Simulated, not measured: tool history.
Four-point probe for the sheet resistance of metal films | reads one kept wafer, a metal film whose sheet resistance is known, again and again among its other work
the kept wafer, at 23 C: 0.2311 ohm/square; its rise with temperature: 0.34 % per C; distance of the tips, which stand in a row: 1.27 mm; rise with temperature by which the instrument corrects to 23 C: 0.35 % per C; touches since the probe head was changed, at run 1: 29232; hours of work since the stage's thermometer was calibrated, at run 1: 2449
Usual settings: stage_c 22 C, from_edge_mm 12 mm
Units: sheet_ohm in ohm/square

| run | hour | stage_c | from_edge_mm | touches since the probe head was changed | hours of work since the stage's thermometer was calibrated | sheet_ohm |
|---|---|---|---|---|---|---|
| 1 | 0.0 | 22 | 12 | 29232 | 2449 | 0.232475 |
| 2 | 42.8 | 22 | 12 | 29779 | 2466 | 0.232522 |
| 3 | 78.2 | 22 | 12 | 30232 | 2481 | 0.232506 |
| 4 | 145.0 | 22 | 12 | 31085 | 2508 | 0.232453 |
| 5 | 214.3 | 25 | 12 | 31971 | 2537 | 0.232494 |
| 6 | 244.3 | 22 | 8 | 32354 | 2549 | 0.234147 |
| 7 | 284.1 | 21 | 12 | 32863 | 2565 | 0.232532 |
| 8 | 324.1 | 22 | 9 | 33374 | 2582 | 0.233555 |
| 9 | 389.2 | 22 | 9 | 34206 | 2609 | 0.233578 |
| 10 | 443.9 | 22 | 69 | 34906 | 2631 | 0.231129 |
|  | 459.3 | stage's thermometer calibrated |
| 11 | 485.0 | 22 | 69 | 35425 | 11 | 0.231228 |
| 12 | 538.0 | 22 | 12 | 36102 | 32 | 0.232458 |
| 13 | 578.0 | 22 | 12 | 36614 | 49 | 0.232484 |
| 14 | 608.6 | 22 | 12 | 37004 | 61 | 0.232528 |
| 15 | 671.8 | 30 | 9 | 37812 | 87 | 0.233447 |
| 16 | 701.2 | 29 | 12 | 38188 | 99 | 0.232385 |
| 17 | 754.0 | 29 | 12 | 38863 | 121 | 0.232427 |
| 18 | 794.0 | 31 | 8 | 39375 | 138 | 0.234091 |
| 19 | 823.9 | 34 | 14 | 39757 | 150 | 0.231939 |
| 20 | 890.2 | 26 | 29 | 40604 | 177 | 0.231274 |
| 21 | 925.4 | 26 | 29 | 41054 | 192 | 0.231340 |
| 22 | 965.5 | 31 | 8 | 41566 | 208 | 0.234115 |
| 23 | 1009.0 | 31 | 8 | 42123 | 226 | 0.234131 |
| 24 | 1040.0 | 23 | 38 | 42518 | 239 | 0.231222 |
| 25 | 1093.6 | 23 | 31 | 43204 | 261 | 0.231269 |
| 26 | 1162.1 | 23 | 31 | 44079 | 289 | 0.231267 |
| 27 | 1229.5 | 24 | 45 | 44941 | 317 | 0.231228 |
| 28 | 1280.8 | 18 | 13 | 45597 | 338 | 0.232336 |

How the hidden state differs across the entries between the runs, from the last listed run before each to the first after it:
Between runs 10 and 11: stage's thermometer calibrated (hour 459.3)
  wafer's true temperature over the reading, C: 0.02 -> 0
